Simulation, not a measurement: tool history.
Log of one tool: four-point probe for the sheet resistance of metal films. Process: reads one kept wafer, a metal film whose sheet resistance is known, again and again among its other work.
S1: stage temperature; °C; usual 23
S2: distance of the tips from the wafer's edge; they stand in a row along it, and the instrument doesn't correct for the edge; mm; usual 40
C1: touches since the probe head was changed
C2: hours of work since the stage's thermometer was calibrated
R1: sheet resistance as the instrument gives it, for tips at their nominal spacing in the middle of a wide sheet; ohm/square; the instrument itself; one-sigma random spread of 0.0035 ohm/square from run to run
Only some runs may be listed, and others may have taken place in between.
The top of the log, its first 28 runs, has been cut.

run,hour,S1,S2,C1,C2,R1
29,3071.2,28,18,108811,133,17.50118
30,3201.1,29,5,110399,190,18.043031
31,3270.7,31,23,111249,220,17.493431
32,3356.1,27,4,112292,257,18.342158
33,3459,27,4,113549,303,18.350998
34,3576.2,23,23,114981,354,17.474988
35,3711,23,39,116627,413,17.458788
36,3806,33,8,117788,455,17.702453
37,3900.9,20,8,118947,496,17.680252
38,3962.4,28,40,119699,523,17.469332
39,4088.1,31,8,121235,578,17.706567
40,4211,19,40,122736,632,17.450493
41,4344.7,19,61,124369,691,17.444269
42,4469.9,27,30,125899,746,17.473667
43,4583.1,26,3,127282,795,18.97671
44,4671.2,35,3,128359,834,19.000103

Alternative continuations, all from the tool just after run 44; predict every row:
A,4785.8,23,22,129759,884,?
B,4785.8,26,3,129759,884,?
C,4785.8,21,4,129759,884,?
D,4785.8,18,4,129759,884,?
E,4785.8,35,38,129759,884,?

run,R1
A,17.485528
B,18.981449
C,18.348428
D,18.336011
E,17.502569
Without the tool's hidden state the same runs would have given:
run,R1
A,17.364689
B,18.851217
C,18.22227
D,18.21005
E,17.381197

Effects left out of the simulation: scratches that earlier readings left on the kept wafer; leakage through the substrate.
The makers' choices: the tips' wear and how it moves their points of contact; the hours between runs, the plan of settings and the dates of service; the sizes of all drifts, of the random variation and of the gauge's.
